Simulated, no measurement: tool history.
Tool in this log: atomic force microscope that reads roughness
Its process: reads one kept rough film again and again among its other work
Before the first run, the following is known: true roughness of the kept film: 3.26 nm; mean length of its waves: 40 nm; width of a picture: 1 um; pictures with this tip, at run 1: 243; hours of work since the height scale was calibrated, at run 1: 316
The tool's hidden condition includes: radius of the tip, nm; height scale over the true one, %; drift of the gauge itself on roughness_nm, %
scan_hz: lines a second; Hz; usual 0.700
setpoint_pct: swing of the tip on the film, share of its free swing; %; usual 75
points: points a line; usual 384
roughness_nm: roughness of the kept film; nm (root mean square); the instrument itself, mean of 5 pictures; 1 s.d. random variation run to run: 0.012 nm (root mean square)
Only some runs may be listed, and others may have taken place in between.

run	hour	scan_hz	setpoint_pct	points	pictures with this tip	hours of work since the height scale was calibrated	roughness_nm
1	0.0	0.700	75	384	243	316	2.313
# hour 12.6: new tip fitted
2	30.8	2.954	75	384	26	330	2.730
3	56.0	2.954	75	384	62	341	2.632
4	84.6	2.954	75	384	103	353	2.519
5	108.6	2.954	75	384	137	364	2.448
6	131.2	2.954	75	384	169	374	2.387
7	151.8	0.700	75	384	199	383	2.446
8	171.6	0.587	75	460	227	392	2.389
9	191.6	0.587	75	460	256	401	2.321
# hour 197.5: new tip fitted
10	214.5	0.700	86	384	25	411	2.848
11	236.7	0.754	75	453	56	421	2.785

Forecast run 12:
12	260.5	1.804	75	384	90	431	?

roughness_nm: 2.640 nm (root mean square)
If the tool had no hidden condition, the same run with the same run-to-run variation would have returned roughness_nm 2.887 nm (root mean square).
